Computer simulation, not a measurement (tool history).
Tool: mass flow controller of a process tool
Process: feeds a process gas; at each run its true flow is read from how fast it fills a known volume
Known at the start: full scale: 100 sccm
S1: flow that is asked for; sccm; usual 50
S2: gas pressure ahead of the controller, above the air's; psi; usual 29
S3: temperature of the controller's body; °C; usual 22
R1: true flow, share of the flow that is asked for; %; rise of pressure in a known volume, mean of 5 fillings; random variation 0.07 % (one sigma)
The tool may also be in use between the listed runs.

run	hour	S1	S2	S3	R1
1	0	50	29	22	98.63
2	279.5	50	29	22	98.67
3	410.1	50	29	22	98.74
4	577.3	50	29	22	98.75
5	820.1	16	29	22	98.01
6	975.4	50	29	29	99.47
7	1146.2	50	29	40	100.33
8	1421.8	50	29	40	100.34
9	1687.7	50	29	40	100.4
10	1846.8	50	29	40	100.44
11	2107.8	50	29	40	100.39
12	2336.5	21	29	22	98.51
13	2506.5	21	29	22	98.5
14	2795.4	21	29	22	98.51
15	2970.5	21	29	22	98.55
16	3168.1	33	29	22	99.03
17	3353	11	29	22	98.39
18	3522.5	11	29	22	98.48
19	3813.1	12	29	22	98.51
20	4124.2	12	29	22	98.72
21	4363.9	12	29	22	98.71
22	4581.6	98	29	32	101.49
23	4803.1	98	29	32	101.5
24	4949	98	29	32	101.43
25	5207.8	98	29	32	101.54
26	5408.8	98	29	32	101.55
27	5568	15	36.3	28	99.82
# hour 5743.5: controller's zero set anew
28	5763	15	36.3	28	99.77
29	5980.5	11	29	22	99.14
30	6222.7	11	29	22	99.03
31	6436.6	11	29	22	99.01
32	6618.5	17	39.5	22	99.69
# hour 6761.5: gauge calibrated
33	6930.4	17	39.5	22	98.42
34	7174.5	17	39.5	33	99.34
35	7342.7	17	39.5	33	99.39
36	7591.4	17	39.5	33	99.2
37	7761.9	50	29	24	98.99
38	8006.8	50	29	24	99.06
39	8222.4	50	29	24	98.89
40	8363.8	69	22.6	24	99.47
41	8607.9	65	38.9	22	99.84

4 ways to go on from here, each from the tool as it stands after run 41. What would each give?
A	8746	11	35	23	?
B	8746	20	29	32	?
C	8746	15	29.3	28	?
D	8746	50	29	34	?

run	R1
A	98.47
B	99.26
C	98.67
D	99.95
Without the tool's hidden state the same runs would have given:
run	R1
A	98.06
B	98.86
C	98.27
D	99.54
